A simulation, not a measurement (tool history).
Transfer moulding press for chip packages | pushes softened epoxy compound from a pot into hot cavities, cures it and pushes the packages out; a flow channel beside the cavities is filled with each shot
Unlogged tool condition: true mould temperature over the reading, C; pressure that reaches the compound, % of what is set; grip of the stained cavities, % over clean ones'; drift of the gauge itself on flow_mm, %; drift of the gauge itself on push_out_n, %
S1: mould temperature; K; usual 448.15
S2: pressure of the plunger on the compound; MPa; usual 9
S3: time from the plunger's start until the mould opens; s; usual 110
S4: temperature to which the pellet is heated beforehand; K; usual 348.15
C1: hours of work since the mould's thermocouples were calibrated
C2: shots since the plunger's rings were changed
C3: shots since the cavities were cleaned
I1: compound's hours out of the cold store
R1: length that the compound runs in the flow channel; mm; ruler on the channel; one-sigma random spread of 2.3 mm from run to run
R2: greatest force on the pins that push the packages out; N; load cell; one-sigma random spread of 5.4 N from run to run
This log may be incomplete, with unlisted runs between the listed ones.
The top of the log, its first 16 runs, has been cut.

run,hour,S1,S2,S3,S4,C1,C2,C3,I1,R1,R2
17,124.7,444.15,9,118,348.15,63,812,429,27.7,859,310
18,132.8,440.15,7.08,97,343.15,67,862,479,35.9,746,604
19,140.4,447.15,9.5,110,348.15,70,910,527,33.9,853,309
20,151.1,447.15,9.5,110,348.15,74,977,594,15.2,923,322
21,160.8,448.15,9.5,95,347.15,78,1037,654,19.5,906,420
22,171.6,448.15,7.02,144,351.15,82,1105,722,16.6,785,242
23,177.4,446.15,7.02,142,351.15,85,1141,758,27,755,256
# hour 181.9: cavities cleaned with cleaning compound and waxed
24,190.1,454.15,8.74,107,342.15,89,1211,51,15.1,867,187
25,199.1,454.15,10.4,110,350.15,93,1268,108,22.9,913,194
26,204.9,454.15,9.64,121,342.15,95,1303,143,40.3,819,193
27,213.2,454.15,9.64,121,342.15,98,1355,195,34,836,198
28,219.4,454.15,9.64,121,342.15,101,1394,234,24.2,875,204
29,228.1,449.15,10.5,94,342.15,104,1449,289,13.9,966,366
30,237.1,442.15,10.31,126,358.15,108,1505,345,12.6,978,294

3 options for the next run, each taken on its own from the tool as it stands now. Forecast them:
A,243.5,455.15,9.54,115,348.15,110,1545,385,18.2,?,?
B,243.5,448.15,9.05,110,348.15,110,1545,385,15.4,?,?
C,243.5,449.15,9,110,348.15,110,1545,385,9.3,?,?

run,R1,R2
A,890,231
B,894,280
C,911,271
Stripped of hidden state, with their random variation kept, the same runs would have yielded:
run,R1,R2
A,910,176
B,913,215
C,931,209

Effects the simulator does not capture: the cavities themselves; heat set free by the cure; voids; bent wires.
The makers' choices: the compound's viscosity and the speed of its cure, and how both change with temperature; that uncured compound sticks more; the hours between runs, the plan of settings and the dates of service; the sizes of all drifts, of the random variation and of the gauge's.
